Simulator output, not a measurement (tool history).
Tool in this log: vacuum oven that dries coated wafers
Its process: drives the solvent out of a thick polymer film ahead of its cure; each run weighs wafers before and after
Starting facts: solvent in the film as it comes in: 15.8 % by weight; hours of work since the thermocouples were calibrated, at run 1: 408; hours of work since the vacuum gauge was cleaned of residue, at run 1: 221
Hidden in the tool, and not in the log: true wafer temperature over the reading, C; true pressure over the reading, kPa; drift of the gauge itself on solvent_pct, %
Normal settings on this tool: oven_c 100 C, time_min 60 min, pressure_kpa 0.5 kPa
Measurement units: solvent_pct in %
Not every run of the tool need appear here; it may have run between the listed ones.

| run | hour | oven_c | time_min | pressure_kpa | hours of work since the thermocouples were calibrated | hours of work since the vacuum gauge was cleaned of residue | solvent_pct |
|---|---|---|---|---|---|---|---|
| 1 | 0 | 100 | 60 | 0.5 | 408 | 221 | 0.69 |
| 2 | 26.2 | 100 | 60 | 0.5 | 420 | 233 | 0.67 |
| 3 | 45.7 | 100 | 60 | 0.5 | 429 | 242 | 0.66 |
| 4 | 75.2 | 89 | 60 | 0.5 | 442 | 255 | 1.86 |
| 5 | 97.9 | 89 | 60 | 0.5 | 453 | 266 | 1.85 |
| 6 | 135.2 | 89 | 60 | 0.5 | 470 | 283 | 1.9 |
| 7 | 161.9 | 89 | 60 | 0.5 | 482 | 295 | 1.84 |
| 8 | 196.3 | 89 | 60 | 0.5 | 498 | 311 | 1.9 |
| 9 | 214.3 | 89 | 60 | 0.5 | 506 | 319 | 1.85 |
| 10 | 244.1 | 100 | 60 | 0.5 | 520 | 333 | 0.73 |
| 11 | 281.4 | 100 | 60 | 0.399 | 537 | 350 | 0.68 |
| 12 | 318.7 | 100 | 60 | 0.5 | 554 | 367 | 0.74 |
| 13 | 350.3 | 97 | 60 | 0.5 | 568 | 381 | 0.95 |
| 14 | 378.2 | 97 | 60 | 0.5 | 581 | 394 | 0.98 |

Run 15 has not been measured yet. What should we expect?
|  | 382.7 | oven's thermocouples calibrated |
| 15 | 397 | 94 | 61 | 0.541 | 7 | 402 | ? |

{"run 15": {"solvent_pct": 1.3}}
If the tool had no hidden condition, the same run with the same run-to-run variation would have returned solvent_pct 1.14 %.

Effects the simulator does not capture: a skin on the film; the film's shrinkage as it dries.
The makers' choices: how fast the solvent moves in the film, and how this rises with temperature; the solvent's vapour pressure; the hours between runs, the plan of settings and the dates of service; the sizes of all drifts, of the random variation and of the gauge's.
